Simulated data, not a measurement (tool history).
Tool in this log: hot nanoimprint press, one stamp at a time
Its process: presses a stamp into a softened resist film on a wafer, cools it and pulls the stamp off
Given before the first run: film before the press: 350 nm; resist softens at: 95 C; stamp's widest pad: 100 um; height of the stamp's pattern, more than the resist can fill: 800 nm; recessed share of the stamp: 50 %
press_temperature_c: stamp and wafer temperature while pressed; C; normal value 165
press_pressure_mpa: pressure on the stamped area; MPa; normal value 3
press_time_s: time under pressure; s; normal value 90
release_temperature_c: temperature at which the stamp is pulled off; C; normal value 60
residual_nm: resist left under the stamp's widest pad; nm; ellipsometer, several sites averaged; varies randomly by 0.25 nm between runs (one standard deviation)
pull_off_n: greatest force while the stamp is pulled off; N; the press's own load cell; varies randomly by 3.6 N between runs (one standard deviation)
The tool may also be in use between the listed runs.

run	hour	press_temperature_c	press_pressure_mpa	press_time_s	release_temperature_c	residual_nm	pull_off_n
1	0	165	3	90	60	142.9	166
2	82.3	159	3	90	60	166.2	192
3	118.9	165	3	90	60	142	199
# hour 137.8: plate thermocouple calibrated
4	179.5	165	3	90	60	140.9	222
5	246.1	169	3	90	60	126.5	241
6	322.8	169	3	90	63	126.5	230
7	374.9	169	3	90	63	126.5	258
# hour 414.7: plate thermocouple calibrated, once more
8	416.8	169	3	90	63	132.5	273

Predict the results of run 9:
# hour 427.8: stamp cleaned and given a new release coat
9	464.9	169	3	90	63	?	?

Run 9 produced residual_nm 131.7 nm, pull_off_n 169 N.
Were there no unlogged condition in the tool, this run, its random variation unchanged, would have produced residual_nm 130.1 nm, pull_off_n 160 N.

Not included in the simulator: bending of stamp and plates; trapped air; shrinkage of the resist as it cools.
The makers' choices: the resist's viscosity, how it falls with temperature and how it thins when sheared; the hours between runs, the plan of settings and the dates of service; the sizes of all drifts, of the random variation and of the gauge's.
